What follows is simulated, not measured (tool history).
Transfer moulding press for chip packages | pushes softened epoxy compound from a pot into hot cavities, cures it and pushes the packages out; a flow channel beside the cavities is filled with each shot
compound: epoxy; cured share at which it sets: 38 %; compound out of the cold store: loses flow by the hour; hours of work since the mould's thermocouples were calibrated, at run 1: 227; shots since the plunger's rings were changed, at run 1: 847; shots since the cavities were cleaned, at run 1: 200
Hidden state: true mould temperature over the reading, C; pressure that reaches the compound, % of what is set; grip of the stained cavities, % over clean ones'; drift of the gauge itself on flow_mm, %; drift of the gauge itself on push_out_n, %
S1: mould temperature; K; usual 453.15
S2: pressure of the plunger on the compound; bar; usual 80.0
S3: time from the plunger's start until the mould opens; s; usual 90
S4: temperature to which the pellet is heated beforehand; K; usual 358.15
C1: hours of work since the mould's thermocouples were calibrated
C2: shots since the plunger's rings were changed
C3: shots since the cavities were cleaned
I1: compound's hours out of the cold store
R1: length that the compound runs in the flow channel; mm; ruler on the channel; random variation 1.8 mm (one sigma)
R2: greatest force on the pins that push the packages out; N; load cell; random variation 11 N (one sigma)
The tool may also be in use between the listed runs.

run	hour	S1	S2	S3	S4	C1	C2	C3	I1	R1	R2
1	0.0	453.15	80.0	90	358.15	227	847	200	20.2	538	665
2	8.1	453.15	80.0	90	358.15	232	942	295	44.8	501	667
3	15.2	453.15	80.0	90	358.15	236	1025	378	40.6	507	701
4	22.7	453.15	80.0	90	358.15	240	1113	466	16.7	546	770
5	30.2	453.15	80.0	90	358.15	245	1201	554	10.5	554	798
# hour 43.0: cavities cleaned with cleaning compound and waxed
6	43.0	453.15	80.0	90	358.15	251	1333	0	44.9	500	530
7	49.1	453.15	80.0	90	358.15	255	1405	72	32.5	516	578
8	58.8	453.15	80.0	90	358.15	260	1517	184	14.6	546	659
9	65.1	453.15	67.5	90	358.15	264	1592	259	27.1	483	684
10	73.3	453.15	62.1	90	358.15	269	1687	354	29.9	458	707
11	84.9	453.15	62.1	90	358.15	275	1823	490	35.5	451	759
12	94.6	453.15	67.6	90	358.15	281	1937	604	19.4	491	807
# hour 102.9: cavities cleaned with cleaning compound and waxed
13	107.9	453.15	67.6	90	358.15	288	2074	57	43.7	457	550
14	113.9	453.15	67.6	71	358.15	291	2144	127	8.6	510	1009

The next listed run, before its measurement:
15	122.0	453.15	67.6	71	358.15	296	2240	223	42.7	?	?

{"run 15": {"R1": 461, "R2": 984}}
Without the tool's hidden state the same run would have given R1 469 mm, R2 820 N.
